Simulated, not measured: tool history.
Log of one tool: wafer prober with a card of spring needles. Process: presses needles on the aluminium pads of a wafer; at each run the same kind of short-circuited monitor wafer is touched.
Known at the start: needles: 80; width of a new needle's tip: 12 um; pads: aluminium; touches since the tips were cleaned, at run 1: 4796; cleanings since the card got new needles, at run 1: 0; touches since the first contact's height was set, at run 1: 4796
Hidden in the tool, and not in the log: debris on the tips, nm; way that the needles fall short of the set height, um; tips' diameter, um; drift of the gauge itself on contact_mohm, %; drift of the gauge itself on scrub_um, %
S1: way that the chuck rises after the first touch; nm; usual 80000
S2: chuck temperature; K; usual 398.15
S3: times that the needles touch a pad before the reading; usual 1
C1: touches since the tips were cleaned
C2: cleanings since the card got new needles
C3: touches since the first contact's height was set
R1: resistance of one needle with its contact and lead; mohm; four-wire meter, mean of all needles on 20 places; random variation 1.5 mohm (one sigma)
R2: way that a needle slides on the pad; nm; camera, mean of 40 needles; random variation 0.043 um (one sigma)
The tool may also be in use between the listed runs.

Run 1, hour 0: usual settings; C1 4796; C2 0; C3 4796. Result: R1 202 mohm, R2 21570 nm.
Run 2, hour 10.2: usual settings but S2 319.15 K; C1 6614; C2 0; C3 6614. Result: R1 209 mohm, R2 21530 nm.
At hour 14.8: tips cleaned on abrasive film.
Run 3, hour 20.7: usual settings but S2 319.15 K; C1 1047; C2 1; C3 8477. Result: R1 164 mohm, R2 21540 nm.
Run 4, hour 29.8: usual settings; C1 2663; C2 1; C3 10093. Result: R1 193 mohm, R2 21640 nm.
Run 5, hour 46.4: usual settings; C1 5634; C2 1; C3 13064. Result: R1 214 mohm, R2 21540 nm.
At hour 57: tips cleaned on abrasive film.
Run 6, hour 64: usual settings; C1 1235; C2 2; C3 16182. Result: R1 173 mohm, R2 21470 nm.
Run 7, hour 77.5: usual settings but S2 328.15 K; C1 3657; C2 2; C3 18604. Result: R1 194 mohm, R2 21520 nm.
Run 8, hour 95.8: usual settings but S2 328.15 K; C1 6928; C2 2; C3 21875. Result: R1 210 mohm, R2 21500 nm.
At hour 99: tips cleaned on abrasive film.
Run 9, hour 113: usual settings but S2 387.15 K; C1 2493; C2 3; C3 24915. Result: R1 188 mohm, R2 21440 nm.
Run 10, hour 127.7: usual settings but S2 387.15 K; C1 5127; C2 3; C3 27549. Result: R1 206 mohm, R2 21450 nm.
At hour 141.3: tips cleaned on abrasive film.
Run 11, hour 144.7: usual settings but S1 67000 nm; C1 608; C2 4; C3 30562. Result: R1 171 mohm, R2 17940 nm.
Run 12, hour 153.1: usual settings but S1 67000 nm; C1 2119; C2 4; C3 32073. Result: R1 202 mohm, R2 17930 nm.
Run 13, hour 167.5: usual settings but S1 67000 nm; C1 4686; C2 4; C3 34640. Result: R1 232 mohm, R2 17870 nm.
At hour 184.3: tips cleaned on abrasive film.
Run 14, hour 186.9: usual settings; C1 458; C2 5; C3 38081. Result: R1 155 mohm, R2 21320 nm.
Run 15, hour 197.2: usual settings; C1 2297; C2 5; C3 39920. Result: R1 187 mohm, R2 21340 nm.
Run 16, hour 208.9: usual settings; C1 4387; C2 5; C3 42010. Result: R1 203 mohm, R2 21440 nm.
Run 17, hour 217.4: usual settings but S1 95000 nm; C1 5912; C2 5; C3 43535. Result: R1 192 mohm, R2 25430 nm.
At hour 227.5: tips cleaned on abrasive film.
Run 18, hour 229.7: usual settings but S1 65000 nm; C1 400; C2 6; C3 45711. Result: R1 174 mohm, R2 17370 nm.
Run 19, hour 238.2: usual settings but S1 87000 nm, S3 2; C1 1913; C2 6; C3 47224. Result: R1 166 mohm, R2 23250 nm.
Run 20, hour 248.1: usual settings but S1 87000 nm, S2 330.15 K; C1 3681; C2 6; C3 48992. Result: R1 187 mohm, R2 23310 nm.
Run 21, hour 264.6: usual settings but S1 91000 nm, S2 330.15 K; C1 6626; C2 6; C3 51937. Result: R1 195 mohm, R2 24300 nm.
At hour 270.2: tips cleaned on abrasive film.
Run 22, hour 280.5: usual settings but S2 300.15 K, S3 2; C1 1840; C2 7; C3 54761. Result: R1 156 mohm, R2 21340 nm.
Run 23, hour 290: usual settings but S1 73000 nm, S2 300.15 K, S3 3; C1 3533; C2 7; C3 56454. Result: R1 155 mohm, R2 19370 nm.
Run 24, hour 301.5: usual settings but S1 73000 nm, S2 300.15 K, S3 3; C1 5583; C2 7; C3 58504. Result: R1 162 mohm, R2 19490 nm.
At hour 312.6: tips cleaned on abrasive film.
Run 25, hour 312.6: usual settings but S1 99000 nm, S2 329.15 K; C1 4; C2 8; C3 60480. Result: R1 132 mohm, R2 26330 nm.
Run 26, hour 329.9: usual settings but S2 354.15 K; C1 3086; C2 8; C3 63562. Result: R1 189 mohm, R2 21270 nm.
Run 27, hour 349.5: usual settings but S1 75000 nm, S2 329.15 K, S3 2; C1 6593; C2 8; C3 67069. Result: R1 188 mohm, R2 19960 nm.
At hour 354.7: tips cleaned on abrasive film.
Run 28, hour 368.2: usual settings but S1 79000 nm; C1 2415; C2 9; C3 70392. Result: R1 190 mohm, R2 21000 nm.
Run 29, hour 376.6: usual settings but S1 79000 nm; C1 3918; C2 9; C3 71895. Result: R1 204 mohm, R2 21020 nm.
Run 30, hour 387.7: usual settings but S1 66000 nm, S2 310.15 K; C1 5901; C2 9; C3 73878. Result: R1 242 mohm, R2 17520 nm.
At hour 396.8: tips cleaned on abrasive film.
Run 31, hour 399.2: usual settings but S1 66000 nm, S2 310.15 K; C1 415; C2 10; C3 75899. Result: R1 154 mohm, R2 17370 nm.
Run 32, hour 416.6: usual settings but S1 66000 nm, S2 310.15 K; C1 3523; C2 10; C3 79007. Result: R1 222 mohm, R2 17470 nm.
Run 33, hour 431.1: usual settings but S1 67000 nm, S3 3; C1 6123; C2 10; C3 81607. Result: R1 181 mohm, R2 17850 nm.
At hour 438.6: tips cleaned on abrasive film.
Run 34, hour 440.1: usual settings but S2 381.15 K; C1 265; C2 11; C3 83196. Result: R1 151 mohm, R2 21250 nm.

Forecast each of these 5 alternatives for the next run:
Run A, hour 449.9: usual settings but S1 84000 nm, S2 300.15 K, S3 2; C1 2014; C2 11; C3 84945. Result: R1 ?, R2 ?.
Run B, hour 449.9: usual settings but S1 87000 nm, S2 381.15 K; C1 2014; C2 11; C3 84945. Result: R1 ?, R2 ?.
Run C, hour 449.9: usual settings but S1 91000 nm, S2 302.15 K, S3 3; C1 2014; C2 11; C3 84945. Result: R1 ?, R2 ?.
Run D, hour 449.9: usual settings but S1 97000 nm, S2 381.15 K; C1 2014; C2 11; C3 84945. Result: R1 ?, R2 ?.
Run E, hour 449.9: usual settings but S3 3; C1 2014; C2 11; C3 84945. Result: R1 ?, R2 ?.

run   R1     R2
  A  156  22310
  B  178  23170
  C  142  24200
  D  170  25900
  E  159  21230
Without the tool's hidden state the same runs would have given:
run   R1     R2
  A  127  22610
  B  138  23470
  C  126  24500
  D  136  26200
  E  143  21530

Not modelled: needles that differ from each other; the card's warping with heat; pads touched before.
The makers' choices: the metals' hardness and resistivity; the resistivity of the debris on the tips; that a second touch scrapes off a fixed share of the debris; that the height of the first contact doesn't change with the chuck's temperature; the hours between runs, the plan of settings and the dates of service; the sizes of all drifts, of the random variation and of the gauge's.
